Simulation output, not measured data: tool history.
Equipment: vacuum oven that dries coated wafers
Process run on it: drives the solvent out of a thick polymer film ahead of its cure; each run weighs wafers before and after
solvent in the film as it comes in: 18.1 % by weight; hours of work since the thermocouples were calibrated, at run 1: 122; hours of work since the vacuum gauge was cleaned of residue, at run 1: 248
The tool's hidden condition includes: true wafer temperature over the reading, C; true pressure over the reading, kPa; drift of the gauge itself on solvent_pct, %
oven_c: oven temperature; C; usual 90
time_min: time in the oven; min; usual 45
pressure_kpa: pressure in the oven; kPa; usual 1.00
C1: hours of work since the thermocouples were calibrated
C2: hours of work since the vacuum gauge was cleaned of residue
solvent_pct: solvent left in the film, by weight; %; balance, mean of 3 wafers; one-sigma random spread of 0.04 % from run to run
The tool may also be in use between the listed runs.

Run 1, hour 0.0: usual settings; C1 122; C2 248. Result: solvent_pct 3.51 %.
Run 2, hour 10.4: usual settings; C1 130; C2 256. Result: solvent_pct 3.48 %.
Run 3, hour 18.0: usual settings but oven_c 92 C; C1 136; C2 262. Result: solvent_pct 3.07 %.
Run 4, hour 30.8: usual settings but oven_c 92 C, time_min 66 min; C1 146; C2 272. Result: solvent_pct 1.77 %.
Run 5, hour 43.7: usual settings but oven_c 80 C; C1 156; C2 282. Result: solvent_pct 6.19 %.
Run 6, hour 50.8: usual settings but oven_c 82 C; C1 161; C2 287. Result: solvent_pct 5.66 %.
Run 7, hour 60.8: usual settings but pressure_kpa 1.15 kPa; C1 169; C2 295. Result: solvent_pct 3.57 %.
Run 8, hour 67.8: usual settings but pressure_kpa 3.19 kPa; C1 174; C2 300. Result: solvent_pct 4.95 %.
Run 9, hour 74.5: usual settings but pressure_kpa 3.19 kPa; C1 179; C2 306. Result: solvent_pct 4.88 %.
Run 10, hour 83.5: usual settings but pressure_kpa 3.19 kPa; C1 186; C2 313. Result: solvent_pct 4.89 %.
Run 11, hour 95.6: usual settings but pressure_kpa 3.19 kPa; C1 196; C2 322. Result: solvent_pct 4.98 %.
Run 12, hour 102.9: usual settings but pressure_kpa 3.19 kPa; C1 201; C2 328. Result: solvent_pct 4.91 %.
Run 13, hour 116.3: usual settings but pressure_kpa 3.19 kPa; C1 212; C2 338. Result: solvent_pct 4.88 %.
Run 14, hour 129.4: usual settings; C1 222; C2 348. Result: solvent_pct 3.52 %.
Run 15, hour 140.2: usual settings; C1 230; C2 356. Result: solvent_pct 3.51 %.
Run 16, hour 151.7: usual settings; C1 239; C2 365. Result: solvent_pct 3.55 %.
At hour 154.9: oven's thermocouples calibrated.
Run 17, hour 168.1: usual settings but oven_c 105 C, time_min 71 min; C1 10; C2 376. Result: solvent_pct 0.55 %.
Run 18, hour 178.7: usual settings but oven_c 92 C, time_min 64 min; C1 18; C2 385. Result: solvent_pct 1.79 %.
Run 19, hour 188.9: usual settings but time_min 41 min, pressure_kpa 1.42 kPa; C1 26; C2 393. Result: solvent_pct 4.22 %.
Run 20, hour 197.1: usual settings but oven_c 83 C, time_min 56 min; C1 33; C2 399. Result: solvent_pct 4.37 %.
Run 21, hour 209.9: usual settings but time_min 31 min, pressure_kpa 0.53 kPa; C1 43; C2 409. Result: solvent_pct 5.14 %.
Run 22, hour 219.1: usual settings but time_min 37 min, pressure_kpa 0.53 kPa; C1 50; C2 416. Result: solvent_pct 4.18 %.
Run 23, hour 234.4: usual settings but time_min 37 min, pressure_kpa 0.53 kPa; C1 62; C2 428. Result: solvent_pct 4.15 %.
At hour 246.6: oven's thermocouples calibrated, once more.
Run 24, hour 249.3: usual settings but time_min 37 min, pressure_kpa 0.53 kPa; C1 2; C2 438. Result: solvent_pct 4.14 %.
Run 25, hour 264.6: usual settings but time_min 77 min; C1 14; C2 450. Result: solvent_pct 1.66 %.
Run 26, hour 279.7: usual settings but time_min 77 min; C1 26; C2 461. Result: solvent_pct 1.63 %.
Run 27, hour 286.4: usual settings but time_min 69 min; C1 31; C2 466. Result: solvent_pct 1.97 %.
Run 28, hour 295.1: usual settings but pressure_kpa 2.77 kPa; C1 38; C2 473. Result: solvent_pct 4.62 %.
Run 29, hour 309.4: usual settings but oven_c 98 C, time_min 24 min, pressure_kpa 1.66 kPa; C1 49; C2 484. Result: solvent_pct 4.76 %.
Run 30, hour 317.1: usual settings but oven_c 98 C, time_min 35 min, pressure_kpa 2.82 kPa; C1 55; C2 490. Result: solvent_pct 3.66 %.
Run 31, hour 326.4: usual settings but time_min 23 min; C1 62; C2 497. Result: solvent_pct 6.79 %.
Run 32, hour 341.1: usual settings but time_min 23 min; C1 73; C2 509. Result: solvent_pct 6.89 %.

3 options for the next run, each taken on its own from the tool as it stands now. Forecast them:
Run A, hour 353.3: usual settings but time_min 63 min; C1 83; C2 518. Result: solvent_pct ?.
Run B, hour 353.3: usual settings but oven_c 97 C, pressure_kpa 1.18 kPa; C1 83; C2 518. Result: solvent_pct ?.
Run C, hour 353.3: usual settings but time_min 51 min, pressure_kpa 2.02 kPa; C1 83; C2 518. Result: solvent_pct ?.

run  solvent_pct
  A         2.23
  B         2.16
  C         3.71
Had the tool no hidden state, the same runs would have come out as:
run  solvent_pct
  A         2.16
  B         2.11
  C         3.65
